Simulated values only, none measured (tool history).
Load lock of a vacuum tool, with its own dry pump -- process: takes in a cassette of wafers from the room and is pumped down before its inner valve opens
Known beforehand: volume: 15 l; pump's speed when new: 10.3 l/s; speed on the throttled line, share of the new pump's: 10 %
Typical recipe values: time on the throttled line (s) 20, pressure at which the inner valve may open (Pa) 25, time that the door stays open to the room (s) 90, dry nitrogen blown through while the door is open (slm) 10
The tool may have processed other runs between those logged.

| run | hour | time on the throttled line (s) | pressure at which the inner valve may open (Pa) | time that the door stays open to the room (s) | dry nitrogen blown through while the door is open (slm) | incoming humidity of the room's air, % | time from the closed door until the inner valve may open (s) | rise of the pressure with all valves shut (Pa/min) |
|---|---|---|---|---|---|---|---|---|
| 1 | 0 | 20 | 25 | 90 | 10 | 47.1 | 30.2 | 0.132 |
| 2 | 329.8 | 20 | 25 | 90 | 5 | 47.4 | 30.5 | 0.152 |
| 3 | 636.6 | 20 | 25 | 90 | 10 | 40.2 | 30.7 | 0.121 |
| 4 | 932.6 | 20 | 25 | 90 | 10 | 44.7 | 30.3 | 0.128 |
| 5 | 1330.9 | 20 | 25 | 90 | 10 | 47.7 | 31.5 | 0.137 |
| 6 | 1751.6 | 20 | 25 | 117 | 10 | 43.7 | 30.9 | 0.154 |
| 7 | 1930.4 | 20 | 25 | 117 | 10 | 46.3 | 30.7 | 0.159 |
| 8 | 2205.9 | 20 | 25 | 117 | 10 | 45.5 | 30.5 | 0.16 |
| 9 | 2454.5 | 20 | 25 | 117 | 10 | 43.4 | 30.6 | 0.162 |
| 10 | 2725.9 | 20 | 25 | 117 | 10 | 42.5 | 30.1 | 0.154 |
| 11 | 3145.7 | 20 | 25 | 117 | 10 | 44.7 | 31.1 | 0.162 |
| 12 | 3356.6 | 20 | 25 | 117 | 10 | 47.9 | 30.8 | 0.178 |
| 13 | 3657.5 | 20 | 25 | 90 | 6 | 43.4 | 30.8 | 0.16 |
| 14 | 3879.1 | 20 | 42 | 90 | 10 | 45.9 | 29.9 | 0.156 |
| 15 | 4127.3 | 20 | 42 | 90 | 10 | 45.9 | 30.1 | 0.151 |
| 16 | 4383.1 | 32 | 25 | 90 | 10 | 47.9 | 41.2 | 0.156 |
| 17 | 4761.9 | 32 | 25 | 90 | 10 | 45.1 | 41.2 | 0.159 |
| 18 | 5064.2 | 32 | 25 | 90 | 10 | 46.8 | 41.3 | 0.163 |
| 19 | 5306.9 | 32 | 25 | 90 | 10 | 47.1 | 41.6 | 0.16 |
| 20 | 5668 | 30 | 48 | 90 | 10 | 47 | 38.5 | 0.165 |
| 21 | 6041.3 | 22 | 40 | 90 | 10 | 47.6 | 32.2 | 0.172 |
| 22 | 6467.2 | 23 | 40 | 26 | 41 | 45.8 | 32.9 | 0.1 |
| 23 | 6787.7 | 25 | 25 | 46 | 5 | 44.4 | 35.2 | 0.142 |
| 24 | 6964.5 | 20 | 21 | 94 | 19 | 46.5 | 31.7 | 0.162 |
| 25 | 7319.9 | 20 | 25 | 90 | 8 | 43.5 | 30.2 | 0.181 |
| 26 | 7669.9 | 16 | 37 | 35 | 8 | 44 | 26.8 | 0.138 |
| 27 | 8025.9 | 16 | 49 | 35 | 5 | 46.7 | 27 | 0.145 |
| 28 | 8386.9 | 15 | 48 | 65 | 24 | 43.3 | 25.9 | 0.146 |
| 29 | 8661.3 | 15 | 48 | 200 | 24 | 43.1 | 25.4 | 0.195 |
| 30 | 9042.3 | 20 | 35 | 30 | 10 | 46.7 | 30.5 | 0.147 |
| 31 | 9463.9 | 20 | 35 | 30 | 10 | 42.9 | 31 | 0.143 |
| 32 | 9740.2 | 24 | 25 | 144 | 10 | 43.2 | 35.1 | 0.217 |
| 33 | 9966.6 | 24 | 25 | 144 | 10 | 44.3 | 34.3 | 0.224 |
| 34 | 10179.9 | 30 | 25 | 90 | 10 | 45.9 | 39.9 | 0.196 |
| 35 | 10404.1 | 30 | 25 | 90 | 10 | 45.9 | 40.2 | 0.19 |
| 36 | 10818 | 10 | 25 | 90 | 5 | 43.7 | 22.1 | 0.208 |
| 37 | 11238.6 | 10 | 25 | 90 | 5 | 47.5 | 22.7 | 0.222 |

What if the next run were any one of these 3? Each begins from the tool's condition after run 37:
| A | 11661.7 | 25 | 25 | 227 | 12 | 46.3 | ? | ? |
| B | 11661.7 | 10 | 25 | 90 | 5 | 43.6 | ? | ? |
| C | 11661.7 | 16 | 25 | 90 | 22 | 46.2 | ? | ? |

| run | time from the closed door until the inner valve may open (s) | rise of the pressure with all valves shut (Pa/min) |
|---|---|---|
| A | 36.8 | 0.27 |
| B | 23 | 0.214 |
| C | 28.2 | 0.188 |
Without the tool's hidden state the same runs would have given:
| run | time from the closed door until the inner valve may open (s) | rise of the pressure with all valves shut (Pa/min) |
|---|---|---|
| A | 35.4 | 0.159 |
| B | 21.4 | 0.102 |
| C | 26.6 | 0.075 |
